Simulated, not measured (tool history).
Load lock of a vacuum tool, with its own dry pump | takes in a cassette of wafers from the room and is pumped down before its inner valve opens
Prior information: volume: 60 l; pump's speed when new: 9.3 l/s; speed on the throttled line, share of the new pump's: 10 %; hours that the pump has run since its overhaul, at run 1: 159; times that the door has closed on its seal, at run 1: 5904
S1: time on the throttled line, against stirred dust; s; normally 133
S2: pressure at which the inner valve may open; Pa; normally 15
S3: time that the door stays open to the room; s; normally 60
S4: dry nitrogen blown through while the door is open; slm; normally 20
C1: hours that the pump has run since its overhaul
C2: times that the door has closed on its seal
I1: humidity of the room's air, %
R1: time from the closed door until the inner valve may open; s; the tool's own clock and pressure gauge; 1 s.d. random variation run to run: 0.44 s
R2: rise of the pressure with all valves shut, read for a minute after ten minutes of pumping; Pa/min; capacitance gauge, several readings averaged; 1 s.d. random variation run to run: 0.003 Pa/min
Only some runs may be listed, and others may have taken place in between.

run 1 hour=0 | S1=133 S2=15 S3=60 S4=20 | C1=159 C2=5904 | I1=44.1 | R1=177.4 R2=0.064
run 2 hour=261.3 | S1=133 S2=15 S3=60 S4=20 | C1=420 C2=6449 | I1=48.1 | R1=177.5 R2=0.073
run 3 hour=444.7 | S1=71 S2=15 S3=60 S4=20 | C1=604 C2=6831 | I1=43 | R1=122.2 R2=0.064
run 4 hour=575.9 | S1=71 S2=15 S3=60 S4=20 | C1=735 C2=7104 | I1=43.5 | R1=122.1 R2=0.067
run 5 hour=818.1 | S1=133 S2=19 S3=60 S4=20 | C1=977 C2=7609 | I1=47.8 | R1=174.9 R2=0.074
run 6 hour=945.6 | S1=133 S2=19 S3=60 S4=20 | C1=1105 C2=7875 | I1=45 | R1=176.5 R2=0.075
run 7 hour=1066.1 | S1=133 S2=19 S3=60 S4=20 | C1=1225 C2=8127 | I1=44 | R1=175.7 R2=0.074
run 8 hour=1198.9 | S1=231 S2=21 S3=60 S4=20 | C1=1358 C2=8404 | I1=45.6 | R1=263.5 R2=0.071
run 9 hour=1457.6 | S1=68 S2=23 S3=60 S4=20 | C1=1617 C2=8943 | I1=46.7 | R1=116.3 R2=0.079
run 10 hour=1598.5 | S1=89 S2=23 S3=60 S4=4 | C1=1758 C2=9237 | I1=46.7 | R1=135.2 R2=0.098
run 11 hour=1829.5 | S1=89 S2=23 S3=60 S4=4 | C1=1989 C2=9718 | I1=47.1 | R1=135.5 R2=0.104
run 12 hour=1968.1 | S1=77 S2=15 S3=35 S4=8 | C1=2127 C2=10007 | I1=44.7 | R1=127.7 R2=0.083

Forecast each of these 4 alternatives for the next run:
run A hour=2211.6 | S1=77 S2=15 S3=28 S4=20 | C1=2371 C2=10515 | I1=45.3 | R1=? R2=?
run B hour=2211.6 | S1=116 S2=12 S3=60 S4=4 | C1=2371 C2=10515 | I1=45.4 | R1=? R2=?
run C hour=2211.6 | S1=77 S2=11 S3=56 S4=8 | C1=2371 C2=10515 | I1=45.9 | R1=? R2=?
run D hour=2211.6 | S1=77 S2=12 S3=188 S4=8 | C1=2371 C2=10515 | I1=44.9 | R1=? R2=?

run=A R1=128.3 R2=0.071
run=B R1=163.7 R2=0.108
run=C R1=130.3 R2=0.094
run=D R1=129.8 R2=0.14
Without the tool's hidden state the same runs would have given:
run=A R1=126.8 R2=0.029
run=B R1=162.3 R2=0.065
run=C R1=128.7 R2=0.052
run=D R1=128.3 R2=0.098
